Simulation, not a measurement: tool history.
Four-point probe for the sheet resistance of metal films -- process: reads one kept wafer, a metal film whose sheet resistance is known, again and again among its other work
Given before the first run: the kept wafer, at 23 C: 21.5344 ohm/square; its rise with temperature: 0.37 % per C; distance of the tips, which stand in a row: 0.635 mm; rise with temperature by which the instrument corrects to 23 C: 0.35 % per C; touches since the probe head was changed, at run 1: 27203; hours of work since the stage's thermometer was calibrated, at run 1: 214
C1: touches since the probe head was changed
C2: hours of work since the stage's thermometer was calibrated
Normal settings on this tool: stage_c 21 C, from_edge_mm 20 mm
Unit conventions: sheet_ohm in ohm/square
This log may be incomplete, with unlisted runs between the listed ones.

Run 1, hour 0.0: usual settings; C1 27203; C2 214. Result: sheet_ohm 21.541275 ohm/square.
Run 2, hour 15.1: usual settings; C1 27733; C2 221. Result: sheet_ohm 21.533137 ohm/square.
Run 3, hour 27.9: usual settings; C1 28181; C2 227. Result: sheet_ohm 21.536498 ohm/square.
Run 4, hour 34.7: usual settings; C1 28420; C2 230. Result: sheet_ohm 21.530289 ohm/square.
Run 5, hour 42.5: usual settings; C1 28693; C2 234. Result: sheet_ohm 21.539412 ohm/square.
Run 6, hour 50.0: usual settings; C1 28956; C2 238. Result: sheet_ohm 21.541426 ohm/square.
Run 7, hour 64.9: usual settings; C1 29479; C2 245. Result: sheet_ohm 21.534725 ohm/square.
Run 8, hour 76.0: usual settings; C1 29868; C2 250. Result: sheet_ohm 21.542198 ohm/square.
Run 9, hour 82.9: usual settings; C1 30111; C2 253. Result: sheet_ohm 21.533068 ohm/square.
Run 10, hour 96.5: usual settings but stage_c 22 C; C1 30585; C2 260. Result: sheet_ohm 21.545668 ohm/square.
Run 11, hour 109.5: usual settings; C1 31042; C2 266. Result: sheet_ohm 21.534836 ohm/square.
Run 12, hour 122.1: usual settings; C1 31485; C2 272. Result: sheet_ohm 21.530384 ohm/square.
Run 13, hour 135.5: usual settings; C1 31954; C2 278. Result: sheet_ohm 21.538195 ohm/square.
Run 14, hour 144.3: usual settings but from_edge_mm 37 mm; C1 32264; C2 282. Result: sheet_ohm 21.527789 ohm/square.
Run 15, hour 153.1: usual settings; C1 32571; C2 287. Result: sheet_ohm 21.539495 ohm/square.
Run 16, hour 167.3: usual settings but from_edge_mm 40 mm; C1 33069; C2 293. Result: sheet_ohm 21.523048 ohm/square.
Run 17, hour 175.2: usual settings but from_edge_mm 17 mm; C1 33347; C2 297. Result: sheet_ohm 21.539486 ohm/square.
Run 18, hour 190.1: usual settings but from_edge_mm 17 mm; C1 33869; C2 304. Result: sheet_ohm 21.533495 ohm/square.
Run 19, hour 205.3: usual settings but stage_c 27 C, from_edge_mm 5 mm; C1 34400; C2 311. Result: sheet_ohm 21.736904 ohm/square.
Run 20, hour 219.7: usual settings but stage_c 27 C, from_edge_mm 5 mm; C1 34907; C2 318. Result: sheet_ohm 21.730474 ohm/square.
Run 21, hour 232.9: usual settings but stage_c 30 C, from_edge_mm 18 mm; C1 35369; C2 325. Result: sheet_ohm 21.584831 ohm/square.
Run 22, hour 246.1: usual settings but stage_c 29 C, from_edge_mm 5 mm; C1 35832; C2 331. Result: sheet_ohm 21.757536 ohm/square.
Run 23, hour 254.9: usual settings but stage_c 31 C, from_edge_mm 55 mm; C1 36141; C2 335. Result: sheet_ohm 21.575620 ohm/square.
Run 24, hour 268.4: usual settings but stage_c 31 C, from_edge_mm 55 mm; C1 36613; C2 341. Result: sheet_ohm 21.576647 ohm/square.
Run 25, hour 280.3: usual settings but stage_c 31 C, from_edge_mm 55 mm; C1 37032; C2 347. Result: sheet_ohm 21.579053 ohm/square.
Run 26, hour 292.9: usual settings but stage_c 26 C, from_edge_mm 4 mm; C1 37472; C2 353. Result: sheet_ohm 21.837649 ohm/square.
Run 27, hour 300.0: usual settings but stage_c 33 C, from_edge_mm 13 mm; C1 37722; C2 356. Result: sheet_ohm 21.612885 ohm/square.
Run 28, hour 308.8: usual settings but stage_c 33 C, from_edge_mm 13 mm; C1 38030; C2 361. Result: sheet_ohm 21.619998 ohm/square.
Run 29, hour 322.9: usual settings but stage_c 24 C, from_edge_mm 75 mm; C1 38524; C2 367. Result: sheet_ohm 21.543317 ohm/square.
Run 30, hour 339.3: usual settings but stage_c 27 C, from_edge_mm 14 mm; C1 39099; C2 375. Result: sheet_ohm 21.573582 ohm/square.
Run 31, hour 347.0: usual settings but stage_c 27 C, from_edge_mm 14 mm; C1 39370; C2 379. Result: sheet_ohm 21.577135 ohm/square.
Run 32, hour 357.0: usual settings but stage_c 27 C, from_edge_mm 14 mm; C1 39721; C2 384. Result: sheet_ohm 21.580738 ohm/square.
Run 33, hour 371.7: usual settings but stage_c 29 C, from_edge_mm 12 mm; C1 40235; C2 391. Result: sheet_ohm 21.594409 ohm/square.
Run 34, hour 383.2: usual settings but stage_c 26 C, from_edge_mm 6 mm; C1 40639; C2 396. Result: sheet_ohm 21.676576 ohm/square.
Run 35, hour 398.8: usual settings but stage_c 26 C, from_edge_mm 6 mm; C1 41188; C2 403. Result: sheet_ohm 21.682976 ohm/square.

4 options for the next run, each taken on its own from the tool as it stands now. Forecast them:
Run A, hour 410.6: usual settings but from_edge_mm 15 mm; C1 41601; C2 409. Result: sheet_ohm ?.
Run B, hour 410.6: usual settings but stage_c 19 C, from_edge_mm 8 mm; C1 41601; C2 409. Result: sheet_ohm ?.
Run C, hour 410.6: usual settings but from_edge_mm 4 mm; C1 41601; C2 409. Result: sheet_ohm ?.
Run D, hour 410.6: usual settings but stage_c 22 C, from_edge_mm 12 mm; C1 41601; C2 409. Result: sheet_ohm ?.

run  sheet_ohm
  A  21.543390
  B  21.580599
  C  21.817454
  D  21.561359
With no hidden state in the tool, these same runs would have given:
run  sheet_ohm
  A  21.542971
  B  21.580179
  C  21.817029
  D  21.560940
